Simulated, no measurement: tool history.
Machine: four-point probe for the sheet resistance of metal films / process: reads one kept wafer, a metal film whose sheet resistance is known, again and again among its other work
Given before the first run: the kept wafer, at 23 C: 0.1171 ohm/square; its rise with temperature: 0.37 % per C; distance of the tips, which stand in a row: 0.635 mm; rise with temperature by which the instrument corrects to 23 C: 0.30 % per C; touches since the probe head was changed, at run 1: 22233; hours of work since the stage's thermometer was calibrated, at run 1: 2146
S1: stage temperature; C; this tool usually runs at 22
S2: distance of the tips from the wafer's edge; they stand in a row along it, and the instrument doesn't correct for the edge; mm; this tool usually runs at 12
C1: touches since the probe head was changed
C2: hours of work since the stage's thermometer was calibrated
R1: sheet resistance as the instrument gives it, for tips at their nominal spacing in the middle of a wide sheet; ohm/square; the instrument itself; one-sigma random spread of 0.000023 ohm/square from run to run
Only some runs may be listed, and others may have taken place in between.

| run | hour | S1 | S2 | C1 | C2 | R1 |
|---|---|---|---|---|---|---|
| 1 | 0.0 | 22 | 12 | 22233 | 2146 | 0.116844 |
| 2 | 75.7 | 22 | 4 | 25522 | 2204 | 0.118254 |
| 3 | 148.6 | 22 | 4 | 28689 | 2260 | 0.118254 |
| 4 | 224.0 | 26 | 4 | 31967 | 2318 | 0.118693 |
| 5 | 258.9 | 26 | 4 | 33483 | 2345 | 0.118665 |
| 6 | 290.0 | 26 | 4 | 34836 | 2369 | 0.118679 |
| 7 | 356.9 | 26 | 4 | 37740 | 2420 | 0.118702 |
| 8 | 404.9 | 26 | 4 | 39826 | 2457 | 0.118778 |
| 9 | 442.0 | 22 | 12 | 41437 | 2486 | 0.116967 |
| 10 | 509.7 | 22 | 38 | 44381 | 2538 | 0.116845 |
| 11 | 585.6 | 22 | 38 | 47677 | 2596 | 0.116903 |
| 12 | 629.4 | 22 | 38 | 49582 | 2630 | 0.116877 |
| 13 | 701.8 | 22 | 38 | 52728 | 2685 | 0.116929 |
|  | 719.1 | stage's thermometer calibrated |
| 14 | 766.7 | 22 | 38 | 55526 | 37 | 0.117328 |
| 15 | 820.7 | 22 | 12 | 57873 | 78 | 0.117480 |
| 16 | 863.3 | 22 | 23 | 59722 | 111 | 0.117365 |
| 17 | 928.3 | 22 | 23 | 62549 | 161 | 0.117435 |
| 18 | 993.4 | 22 | 23 | 65378 | 211 | 0.117425 |
| 19 | 1064.0 | 23 | 12 | 68446 | 265 | 0.117645 |
| 20 | 1124.8 | 23 | 12 | 71086 | 312 | 0.117696 |
| 21 | 1176.8 | 23 | 12 | 73345 | 352 | 0.117721 |
| 22 | 1234.4 | 31 | 7 | 75850 | 396 | 0.118769 |
| 23 | 1268.9 | 18 | 38 | 77347 | 423 | 0.117155 |
| 24 | 1309.1 | 31 | 3 | 79094 | 454 | 0.121077 |
| 25 | 1365.0 | 31 | 3 | 81523 | 497 | 0.121106 |
|  | 1402.2 | new probe head fitted |
| 26 | 1439.7 | 34 | 6 | 1626 | 553 | 0.118513 |
| 27 | 1502.0 | 34 | 6 | 4337 | 601 | 0.118581 |
| 28 | 1544.3 | 34 | 8 | 6174 | 634 | 0.118315 |
| 29 | 1597.6 | 31 | 5 | 8491 | 675 | 0.118680 |
| 30 | 1666.6 | 19 | 41 | 11489 | 728 | 0.116658 |
| 31 | 1737.1 | 19 | 41 | 14551 | 782 | 0.116622 |
| 32 | 1788.9 | 33 | 6 | 16802 | 822 | 0.118600 |
| 33 | 1842.8 | 20 | 3 | 19144 | 864 | 0.119551 |
| 34 | 1893.5 | 27 | 4 | 21346 | 902 | 0.119050 |
| 35 | 1967.2 | 25 | 6 | 24550 | 959 | 0.117996 |

Difference, measured minus no-hidden-state, one row per run. Run-to-run variation is common to both terms; the gauge's own scatter need not be:
The hidden state here: inner tips' distance over the nominal, %; tips' flats over new ones', %; wafer's true temperature over the reading, C; drift of the gauge itself on sheet_ohm, %.
| run | R1 |
|---|---|
| 1 | -0.000340 |
| 2 | -0.000319 |
| 3 | -0.000292 |
| 4 | -0.000261 |
| 5 | -0.000246 |
| 6 | -0.000234 |
| 7 | -0.000209 |
| 8 | -0.000188 |
| 9 | -0.000176 |
| 10 | -0.000151 |
| 11 | -0.000124 |
| 12 | -0.000108 |
| 13 | -0.000082 |
| 14 | +0.000290 |
| 15 | +0.000311 |
| 16 | +0.000324 |
| 17 | +0.000348 |
| 18 | +0.000372 |
| 19 | +0.000397 |
| 20 | +0.000420 |
| 21 | +0.000438 |
| 22 | +0.000462 |
| 23 | +0.000464 |
| 24 | +0.000496 |
| 25 | +0.000517 |
| 26 | -0.000204 |
| 27 | -0.000181 |
| 28 | -0.000165 |
| 29 | -0.000147 |
| 30 | -0.000124 |
| 31 | -0.000098 |
| 32 | -0.000074 |
| 33 | -0.000058 |
| 34 | -0.000035 |
| 35 | -0.000010 |

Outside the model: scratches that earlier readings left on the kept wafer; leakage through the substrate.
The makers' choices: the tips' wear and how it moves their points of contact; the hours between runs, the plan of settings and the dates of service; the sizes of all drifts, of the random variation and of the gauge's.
